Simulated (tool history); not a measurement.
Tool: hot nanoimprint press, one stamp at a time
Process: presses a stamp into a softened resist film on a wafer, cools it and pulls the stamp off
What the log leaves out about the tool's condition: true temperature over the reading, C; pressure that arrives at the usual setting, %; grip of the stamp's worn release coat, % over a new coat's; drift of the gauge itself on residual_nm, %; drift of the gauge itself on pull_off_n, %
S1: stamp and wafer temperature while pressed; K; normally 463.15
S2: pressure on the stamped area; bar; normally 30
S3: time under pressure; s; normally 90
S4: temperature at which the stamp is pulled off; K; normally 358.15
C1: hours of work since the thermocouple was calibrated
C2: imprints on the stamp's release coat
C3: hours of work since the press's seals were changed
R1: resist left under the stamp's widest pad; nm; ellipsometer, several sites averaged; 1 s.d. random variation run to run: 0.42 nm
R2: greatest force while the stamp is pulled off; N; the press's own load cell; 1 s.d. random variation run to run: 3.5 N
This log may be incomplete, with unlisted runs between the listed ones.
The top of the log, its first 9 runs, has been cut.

At hour 586.5: plate thermocouple calibrated, once more.
Run 10, hour 637.7: usual settings but S4 361.15 K; C1 21; C2 362; C3 244. Result: R1 229.2 nm, R2 192 N.
Run 11, hour 720.8: usual settings but S4 361.15 K; C1 56; C2 562; C3 278. Result: R1 228.8 nm, R2 205 N.
Run 12, hour 784.6: usual settings but S4 351.15 K; C1 83; C2 716; C3 305. Result: R1 228 nm, R2 238 N.
Run 13, hour 856.5: usual settings but S3 164 s, S4 351.15 K; C1 112; C2 889; C3 335. Result: R1 183.6 nm, R2 245 N.
Run 14, hour 938.2: usual settings but S3 164 s, S4 344.15 K; C1 147; C2 1086; C3 369. Result: R1 182.4 nm, R2 281 N.
Run 15, hour 995.8: usual settings but S3 164 s, S4 344.15 K; C1 171; C2 1225; C3 393. Result: R1 181.8 nm, R2 276 N.
Run 16, hour 1078: usual settings but S1 468.15 K, S2 21.7 bar, S3 81 s, S4 344.15 K; C1 205; C2 1423; C3 427. Result: R1 229 nm, R2 308 N.
Run 17, hour 1159.2: usual settings but S1 468.15 K, S2 32.3 bar; C1 239; C2 1618; C3 461. Result: R1 189.6 nm, R2 299 N.
At hour 1178.6: stamp cleaned and given a new release coat.
Run 18, hour 1220.8: usual settings but S1 468.15 K, S2 35.5 bar; C1 262; C2 101; C3 484. Result: R1 182.6 nm, R2 176 N.
Run 19, hour 1280.6: usual settings but S1 472.15 K, S2 34.4 bar, S3 77 s, S4 357.15 K; C1 287; C2 245; C3 509. Result: R1 173.4 nm, R2 182 N.
Run 20, hour 1366.3: usual settings but S1 472.15 K, S2 45.6 bar, S3 69 s, S4 357.15 K; C1 322; C2 452; C3 545. Result: R1 161.2 nm, R2 200 N.
At hour 1393.4: plate thermocouple calibrated.
Run 21, hour 1431.5: usual settings but S2 22.1 bar, S3 53 s, S4 360.15 K; C1 16; C2 602; C3 571. Result: R1 294.6 nm, R2 216 N.
Run 22, hour 1481.5: usual settings but S1 453.15 K, S2 28.3 bar, S4 351.15 K; C1 37; C2 722; C3 592. Result: R1 302.6 nm, R2 244 N.
Run 23, hour 1533: usual settings but S1 453.15 K, S2 28.3 bar, S4 351.15 K; C1 58; C2 846; C3 613. Result: R1 302.6 nm, R2 247 N.
Run 24, hour 1605.7: usual settings but S1 455.15 K, S2 28.3 bar, S3 67 s, S4 363.15 K; C1 88; C2 1021; C3 644. Result: R1 309.2 nm, R2 244 N.
Run 25, hour 1649.7: usual settings but S1 472.15 K, S2 43.3 bar, S3 51 s, S4 364.15 K; C1 107; C2 1127; C3 662. Result: R1 191.2 nm, R2 251 N.
Run 26, hour 1704.9: usual settings but S1 472.15 K, S2 43.3 bar, S3 51 s, S4 364.15 K; C1 130; C2 1260; C3 685. Result: R1 190.6 nm, R2 266 N.
Run 27, hour 1772.6: usual settings but S1 473.15 K, S2 20.7 bar, S3 84 s, S4 353.15 K; C1 158; C2 1423; C3 713. Result: R1 204.6 nm, R2 300 N.
Run 28, hour 1855.8: usual settings but S1 473.15 K, S2 20.7 bar, S3 84 s, S4 353.15 K; C1 193; C2 1624; C3 748. Result: R1 204 nm, R2 315 N.
At hour 1873.9: stamp cleaned and given a new release coat.
Run 29, hour 1913.3: usual settings but S1 473.15 K, S2 20.7 bar, S3 84 s, S4 353.15 K; C1 214; C2 95; C3 769. Result: R1 203.4 nm, R2 184 N.
Run 30, hour 1972.4: usual settings but S1 473.15 K, S2 20.7 bar, S3 84 s, S4 353.15 K; C1 239; C2 237; C3 794. Result: R1 203.3 nm, R2 194 N.

What if the next run were any one of these 3? Each begins from the tool's condition after run 30:
Run A, hour 2040.1: usual settings but S2 20.7 bar, S3 84 s, S4 353.15 K; C1 267; C2 400; C3 822. Result: R1 ?, R2 ?.
Run B, hour 2040.1: usual settings but S1 457.15 K, S2 20.7 bar, S3 84 s, S4 353.15 K; C1 267; C2 400; C3 822. Result: R1 ?, R2 ?.
Run C, hour 2040.1: usual settings but S2 31.3 bar, S3 59 s, S4 346.15 K; C1 267; C2 400; C3 822. Result: R1 ?, R2 ?.

run     R1   R2
  A  262.6  202
  B  300.7  205
  C  259.1  205
With the hidden condition removed and each run's random variation left untouched, the same runs would have given:
run     R1   R2
  A  263.9  172
  B    302  175
  C  259.4  175
